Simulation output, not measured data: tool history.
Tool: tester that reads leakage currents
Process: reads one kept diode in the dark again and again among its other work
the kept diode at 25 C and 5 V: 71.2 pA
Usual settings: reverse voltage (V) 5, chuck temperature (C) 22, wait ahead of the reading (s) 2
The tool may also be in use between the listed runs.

run	hour	reverse voltage (V)	chuck temperature (C)	wait ahead of the reading (s)	current that the tester gives (pA)
1	0	5	22	2	74.86
# hour 12.7: chuck's temperature calibrated
2	125.6	5	22	2	63.44
3	218	5	22	2	64.17
4	320.1	5.73	22	2	70.38
5	446.1	5	34	2	155.77
6	535.3	5	34	2	157.08
7	620.5	5	36	2	181.55
8	787.4	2.16	22	2	40.01
9	915.9	2.16	22	2	40.04
10	1075.1	17.4	22	2	150.4
11	1203.1	17.4	22	2	152.46
12	1399.1	17.4	22	2	154.4
13	1492.9	5	48	2	444.86
14	1645.4	5	22	5.15	70.62
15	1841.2	5	22	5.15	71.53
# hour 1907.5: tester calibrated
16	2012.6	5	22	5.15	71.53
# hour 2066.4: probe card cleaned and baked
17	2128.6	5	22	5.15	63.55
18	2250.9	5	22	2	64.62
19	2449.5	5	22	2	65.92
20	2593.9	5	34	2	167.47
21	2692.1	5	34	3.15	168.21
22	2840	5	24	2	79.1
23	2972.7	5	24	2	80.37
# hour 3021.4: chuck's temperature calibrated
24	3095.5	2.83	49	2	314.98
25	3235.4	2.83	49	2	316.75
26	3337.8	17.79	22	1.86	126.69
27	3527.1	9.89	22	1.27	91.85
28	3726.2	9.89	22	1.27	93.44
29	3872.6	9.89	22	1.27	93.91
30	4071.1	3.52	22	1.27	51.59
31	4178.9	1.9	25	0.35	47.38
32	4305.9	1.3	25	0.35	38.14
33	4514.6	19.23	55	2	1517.61
34	4706.9	1.5	33	4.44	76.1
35	4876.3	4.68	26	3.98	87.44
36	4977.7	4.68	26	3.98	88.06
37	5137	5	56	2	780.92
38	5343	5	56	2	787.92
39	5447.7	2.07	59	5.49	582.62
40	5535.7	2.07	31	5.22	82.92

Hidden state or all else? Some run-to-run changes of current that the tester gives (pA), split into what the settings, what came in and random variation would give without the hidden state, and what is left for the hidden state (with any gauge scatter that isn't in both results):
The hidden state here: stray current of the dirty probe card, pA a volt; current scale over the true one, %; true chuck temperature over the reading, C; drift of the gauge itself on leakage_pa, %.
Run 32 -> 33: reverse voltage (V) 1.3 -> 19.23, chuck temperature (C) 25 -> 55, wait ahead of the reading (s) 0.35 -> 2. current that the tester gives (pA) +1479.47: hidden state +125.88, all else +1353.59.
Run 33 -> 34: reverse voltage (V) 19.23 -> 1.5, chuck temperature (C) 55 -> 33, wait ahead of the reading (s) 2 -> 4.44. current that the tester gives (pA) -1441.51: hidden state -121.15, all else -1320.36.
Run 36 -> 37: reverse voltage (V) 4.68 -> 5, chuck temperature (C) 26 -> 56, wait ahead of the reading (s) 3.98 -> 2. current that the tester gives (pA) +692.86: hidden state +73.97, all else +618.89.

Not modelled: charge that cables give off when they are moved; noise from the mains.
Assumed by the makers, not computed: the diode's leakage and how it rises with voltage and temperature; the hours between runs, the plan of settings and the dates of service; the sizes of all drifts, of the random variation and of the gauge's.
